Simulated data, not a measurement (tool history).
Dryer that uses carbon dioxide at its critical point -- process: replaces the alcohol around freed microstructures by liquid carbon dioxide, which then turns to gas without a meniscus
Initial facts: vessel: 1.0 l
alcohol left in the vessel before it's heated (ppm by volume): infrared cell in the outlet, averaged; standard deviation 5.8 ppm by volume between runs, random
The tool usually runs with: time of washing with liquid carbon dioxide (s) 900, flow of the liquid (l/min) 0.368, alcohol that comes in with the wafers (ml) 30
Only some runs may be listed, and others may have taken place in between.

run   hour  time of washing with liquid carbon dioxide (s)  flow of the liquid (l/min)  alcohol that comes in with the wafers (ml)  alcohol left in the vessel before it's heated (ppm by volume)
  1    0.0                                             900                       0.368                                          30                                                            330
  2    4.3                                             900                       0.368                                          49                                                            565
  3    9.0                                             900                       0.368                                          91                                                           1018
  4   13.8                                             900                       0.368                                          91                                                           1033
  5   20.0                                             780                       0.368                                          30                                                            635
  6   24.5                                             900                       0.368                                          30                                                            349
      28.1  -- inlet filter changed
  7   32.1                                             840                       0.368                                          30                                                            276
  8   36.2                                             840                       0.368                                          37                                                            353
  9   42.2                                             840                       0.368                                          37                                                            337
 10   47.4                                             840                       0.368                                          37                                                            361
 11   53.8                                             840                       0.368                                          61                                                            572
 12   59.0                                             900                       0.368                                          30                                                            216
 13   63.2                                             900                       0.368                                          30                                                            221
 14   68.6                                             660                       0.368                                          30                                                            778
 15   77.3                                             660                       0.368                                          30                                                            796
 16   82.0                                            1080                       0.526                                          66                                                             29
 17   85.9                                            1080                       0.526                                          47                                                             32
 18   92.0                                             600                       0.354                                          22                                                            898
 19   96.2                                            1140                       0.354                                          28                                                             75
 20  104.3                                            1260                       0.332                                         101                                                            191
 21  110.2                                             780                       0.441                                         119                                                            695
 22  116.6                                             780                       0.441                                         119                                                            735
 23  125.4                                             600                       0.368                                          30                                                           1134
 24  130.5                                             780                       0.514                                          30                                                            104
 25  135.0                                             780                       0.514                                          30                                                            101

Estimate the outcome of run 26 from the log above:
 26  140.9                                             900                       0.368                                          40                                                              ?

{"run 26": {"alcohol left in the vessel before it's heated (ppm by volume)": 311}}
With no hidden state in the tool, this same run would have given alcohol left in the vessel before it's heated (ppm by volume) 272.
